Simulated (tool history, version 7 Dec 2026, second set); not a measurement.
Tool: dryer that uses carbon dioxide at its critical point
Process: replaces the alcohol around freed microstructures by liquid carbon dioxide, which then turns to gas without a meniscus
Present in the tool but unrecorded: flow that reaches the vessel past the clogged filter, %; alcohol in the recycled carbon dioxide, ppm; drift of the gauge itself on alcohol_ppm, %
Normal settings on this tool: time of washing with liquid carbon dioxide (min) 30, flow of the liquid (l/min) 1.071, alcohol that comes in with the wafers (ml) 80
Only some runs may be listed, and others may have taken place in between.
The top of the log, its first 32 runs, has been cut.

run	hour	time of washing with liquid carbon dioxide (min)	flow of the liquid (l/min)	alcohol that comes in with the wafers (ml)	hours of work since the filter was changed	hours of work since the purifier's bed was changed	alcohol left in the vessel before it's heated (ppm by volume)
33	454.1	30	1.270	90	210	342	79
34	467.0	30	1.270	90	217	349	93
35	486.9	35	1.040	22	228	360	84
36	497.3	22	1.230	80	233	365	150
37	517.5	22	1.230	80	244	376	150
38	527.0	22	1.230	80	249	381	151
39	547.4	22	1.230	80	260	392	152
40	561.0	26	1.380	90	268	400	107
41	574.7	26	1.380	90	275	407	102
42	591.9	25	0.850	110	284	416	418
43	610.3	19	1.630	79	294	426	123
44	623.9	19	1.630	79	301	433	140
45	638.1	19	1.630	79	309	441	133
46	647.7	22	0.690	45	314	446	585

3 ways to go on from here, each from the tool as it stands after run 46. What would each give?
# hour 659.2: inlet filter changed
A	668.6	30	1.071	45	5	457	?
# hour 659.2: inlet filter changed
B	668.6	30	1.071	35	5	457	?
# hour 659.2: inlet filter changed
C	668.6	26	1.640	36	5	457	?

run	alcohol left in the vessel before it's heated (ppm by volume)
A	116
B	109
C	102
The same runs, with their run-to-run variation unchanged, on a tool lacking any hidden condition would have given:
run	alcohol left in the vessel before it's heated (ppm by volume)
A	17
B	11
C	4
